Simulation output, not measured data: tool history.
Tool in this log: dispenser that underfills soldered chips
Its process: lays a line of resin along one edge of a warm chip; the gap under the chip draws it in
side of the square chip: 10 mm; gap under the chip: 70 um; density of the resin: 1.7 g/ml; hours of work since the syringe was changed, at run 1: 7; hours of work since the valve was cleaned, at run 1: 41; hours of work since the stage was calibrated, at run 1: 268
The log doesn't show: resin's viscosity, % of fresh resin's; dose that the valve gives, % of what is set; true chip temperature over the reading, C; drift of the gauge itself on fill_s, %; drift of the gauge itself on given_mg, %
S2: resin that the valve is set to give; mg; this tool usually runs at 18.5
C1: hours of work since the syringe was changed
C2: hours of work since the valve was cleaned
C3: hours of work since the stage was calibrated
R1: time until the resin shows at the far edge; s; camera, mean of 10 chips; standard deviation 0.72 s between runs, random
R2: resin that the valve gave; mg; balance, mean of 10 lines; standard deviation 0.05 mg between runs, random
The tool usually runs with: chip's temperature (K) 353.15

run 1 hour=0.0 | chip's_temperature_(K)=353.15 S2=18.5 | C1=7 C2=41 C3=268 | R1=102.9 R2=18.06
-- hour=6.6 new syringe of resin
run 2 hour=9.0 | chip's_temperature_(K)=345.15 S2=18.5 | C1=1 C2=46 C3=274 | R1=95.0 R2=18.09
run 3 hour=20.3 | chip's_temperature_(K)=345.15 S2=18.5 | C1=8 C2=53 C3=280 | R1=164.4 R2=17.92
-- hour=24.9 new syringe of resin
run 4 hour=28.5 | chip's_temperature_(K)=353.15 S2=18.5 | C1=2 C2=58 C3=285 | R1=72.0 R2=17.81
run 5 hour=38.3 | chip's_temperature_(K)=353.15 S2=18.5 | C1=8 C2=64 C3=291 | R1=111.5 R2=17.86
-- hour=43.4 new syringe of resin
run 6 hour=53.6 | chip's_temperature_(K)=353.15 S2=18.5 | C1=6 C2=73 C3=300 | R1=97.8 R2=17.74
-- hour=61.4 dispensing valve cleaned and set on the balance
-- hour=62.5 new syringe of resin
run 7 hour=63.9 | chip's_temperature_(K)=353.15 S2=18.5 | C1=1 C2=1 C3=306 | R1=62.3 R2=18.36
run 8 hour=77.4 | chip's_temperature_(K)=353.15 S2=18.5 | C1=9 C2=9 C3=314 | R1=119.2 R2=18.36
-- hour=80.9 new syringe of resin
run 9 hour=92.9 | chip's_temperature_(K)=353.15 S2=18.5 | C1=7 C2=19 C3=323 | R1=103.7 R2=18.29
-- hour=99.7 new syringe of resin
run 10 hour=100.2 | chip's_temperature_(K)=353.15 S2=18.5 | C1=0 C2=23 C3=327 | R1=59.1 R2=18.12
run 11 hour=107.5 | chip's_temperature_(K)=367.15 S2=24.0 | C1=5 C2=27 C3=331 | R1=47.5 R2=23.60
run 12 hour=115.5 | chip's_temperature_(K)=343.15 S2=24.0 | C1=9 C2=32 C3=336 | R1=187.8 R2=23.31
-- hour=118.1 new syringe of resin
run 13 hour=127.5 | chip's_temperature_(K)=343.15 S2=24.0 | C1=6 C2=39 C3=343 | R1=137.2 R2=23.45
-- hour=136.1 new syringe of resin
run 14 hour=139.6 | chip's_temperature_(K)=365.15 S2=22.4 | C1=2 C2=46 C3=350 | R1=42.1 R2=21.81
run 15 hour=150.8 | chip's_temperature_(K)=365.15 S2=22.4 | C1=9 C2=53 C3=357 | R1=70.2 R2=21.69
-- hour=154.2 new syringe of resin
run 16 hour=159.4 | chip's_temperature_(K)=346.15 S2=16.4 | C1=3 C2=58 C3=362 | R1=101.6 R2=15.94
run 17 hour=168.1 | chip's_temperature_(K)=360.15 S2=22.1 | C1=8 C2=63 C3=367 | R1=84.4 R2=21.27
-- hour=172.8 new syringe of resin
run 18 hour=179.1 | chip's_temperature_(K)=360.15 S2=22.1 | C1=4 C2=70 C3=374 | R1=56.7 R2=21.20
run 19 hour=187.0 | chip's_temperature_(K)=345.15 S2=17.8 | C1=9 C2=74 C3=379 | R1=160.2 R2=17.03
-- hour=190.5 new syringe of resin
-- hour=192.9 dispensing valve cleaned and set on the balance
run 20 hour=197.2 | chip's_temperature_(K)=342.15 S2=19.8 | C1=3 C2=3 C3=384 | R1=120.0 R2=19.77

Below are 5 alternative next runs, each starting from the tool's condition after run 20. Predict each:
-- hour=209.9 new syringe of resin
run A hour=209.9 | chip's_temperature_(K)=342.15 S2=18.7 | C1=0 C2=10 C3=391 | R1=? R2=?
-- hour=209.9 new syringe of resin
run B hour=209.9 | chip's_temperature_(K)=352.15 S2=17.1 | C1=0 C2=10 C3=391 | R1=? R2=?
-- hour=209.9 new syringe of resin
run C hour=209.9 | chip's_temperature_(K)=357.15 S2=22.7 | C1=0 C2=10 C3=391 | R1=? R2=?
-- hour=209.9 new syringe of resin
run D hour=209.9 | chip's_temperature_(K)=347.15 S2=19.7 | C1=0 C2=10 C3=391 | R1=? R2=?
-- hour=209.9 new syringe of resin
run E hour=209.9 | chip's_temperature_(K)=353.15 S2=16.8 | C1=0 C2=10 C3=391 | R1=? R2=?

run=A R1=93.1 R2=18.59
run=B R1=60.8 R2=17.02
run=C R1=49.1 R2=22.53
run=D R1=74.3 R2=19.69
run=E R1=58.9 R2=16.81
Had the tool no hidden state, the same runs would have come out as:
run=A R1=105.8 R2=18.68
run=B R1=68.6 R2=17.10
run=C R1=55.2 R2=22.64
run=D R1=84.1 R2=19.79
run=E R1=66.4 R2=16.89
